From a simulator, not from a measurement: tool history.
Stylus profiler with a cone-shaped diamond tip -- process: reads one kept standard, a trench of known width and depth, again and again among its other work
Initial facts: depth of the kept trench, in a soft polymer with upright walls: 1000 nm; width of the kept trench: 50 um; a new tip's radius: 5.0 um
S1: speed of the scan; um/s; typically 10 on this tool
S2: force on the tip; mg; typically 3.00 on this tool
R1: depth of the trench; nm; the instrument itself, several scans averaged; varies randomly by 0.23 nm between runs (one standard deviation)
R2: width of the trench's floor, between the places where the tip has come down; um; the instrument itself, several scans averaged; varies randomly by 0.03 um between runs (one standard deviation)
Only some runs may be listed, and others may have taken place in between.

Run 1, hour 0.0: usual settings. Result: R1 1016.44 nm, R2 43.94 um.
Run 2, hour 42.4: usual settings. Result: R1 1016.57 nm, R2 43.99 um.
Run 3, hour 85.4: usual settings. Result: R1 1017.17 nm, R2 43.93 um.
Run 4, hour 123.4: usual settings. Result: R1 1016.53 nm, R2 43.95 um.
Run 5, hour 156.3: usual settings. Result: R1 1017.06 nm, R2 43.96 um.
Run 6, hour 202.1: usual settings. Result: R1 1016.55 nm, R2 43.93 um.
Run 7, hour 242.7: usual settings. Result: R1 1016.73 nm, R2 43.87 um.
Run 8, hour 262.1: usual settings. Result: R1 1016.80 nm, R2 43.95 um.
Run 9, hour 282.6: usual settings but S2 2.50 mg. Result: R1 1014.93 nm, R2 44.00 um.
Run 10, hour 318.2: usual settings but S2 2.50 mg. Result: R1 1014.93 nm, R2 43.89 um.
Run 11, hour 354.9: usual settings but S2 2.50 mg. Result: R1 1015.04 nm, R2 43.92 um.
Run 12, hour 388.7: usual settings but S2 6.17 mg. Result: R1 1027.10 nm, R2 43.94 um.
Run 13, hour 424.7: usual settings but S1 15 um/s, S2 2.83 mg. Result: R1 1016.26 nm, R2 43.97 um.
Run 14, hour 454.8: usual settings but S1 25 um/s. Result: R1 1016.76 nm, R2 43.86 um.
Run 15, hour 495.1: usual settings but S1 25 um/s. Result: R1 1016.34 nm, R2 43.91 um.

The next listed run, before its measurement:
Run 16, hour 528.1: usual settings but S1 25 um/s. Result: R1 ?, R2 ?.

{"run 16": {"R1": 1016.78, "R2": 43.85}}
Had the tool carried no hidden state, the very same run would have given R1 1016.79 nm, R2 43.86 um.
